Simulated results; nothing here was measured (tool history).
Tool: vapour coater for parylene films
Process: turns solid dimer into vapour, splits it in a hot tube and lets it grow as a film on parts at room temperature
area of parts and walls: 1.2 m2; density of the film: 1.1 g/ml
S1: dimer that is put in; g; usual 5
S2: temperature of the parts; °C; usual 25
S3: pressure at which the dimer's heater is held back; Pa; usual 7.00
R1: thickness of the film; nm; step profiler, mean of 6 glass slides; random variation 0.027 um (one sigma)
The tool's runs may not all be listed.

{"run": 1, "hour": 0.0, "S1": 5, "S2": 25, "S3": 7.0, "R1": 2050}
{"hour": 5.8, "done": "trap's valve overhauled"}
{"run": 2, "hour": 23.3, "S1": 5, "S2": 25, "S3": 7.0, "R1": 2230}
{"run": 3, "hour": 40.0, "S1": 5, "S2": 18, "S3": 7.0, "R1": 2410}
{"run": 4, "hour": 56.1, "S1": 5, "S2": 18, "S3": 9.48, "R1": 2390}
{"run": 5, "hour": 70.5, "S1": 5, "S2": 25, "S3": 5.11, "R1": 2230}
{"run": 6, "hour": 80.2, "S1": 5, "S2": 25, "S3": 5.11, "R1": 2280}
{"run": 7, "hour": 92.2, "S1": 5, "S2": 25, "S3": 5.11, "R1": 2240}
{"run": 8, "hour": 105.4, "S1": 5, "S2": 25, "S3": 9.71, "R1": 2090}
{"run": 9, "hour": 116.1, "S1": 3, "S2": 18, "S3": 9.23, "R1": 1460}
{"run": 10, "hour": 126.8, "S1": 3, "S2": 18, "S3": 9.23, "R1": 1380}
{"run": 11, "hour": 135.7, "S1": 3, "S2": 18, "S3": 9.23, "R1": 1370}
{"run": 12, "hour": 145.8, "S1": 5, "S2": 23, "S3": 9.62, "R1": 2200}
{"run": 13, "hour": 164.2, "S1": 2, "S2": 18, "S3": 8.18, "R1": 940}
{"run": 14, "hour": 182.7, "S1": 4, "S2": 18, "S3": 10.08, "R1": 1870}

The same runs without the tool's hidden state, with the same run-to-run variation:
The hidden state here: vapour lost through the trap's worn valve, %; true temperature of the parts over the reading, C; drift of the gauge itself on film_um, %.
run=1 R1=2210
run=2 R1=2240
run=3 R1=2430
run=4 R1=2420
run=5 R1=2260
run=6 R1=2310
run=7 R1=2280
run=8 R1=2130
run=9 R1=1490
run=10 R1=1420
run=11 R1=1410
run=12 R1=2260
run=13 R1=970
run=14 R1=1930
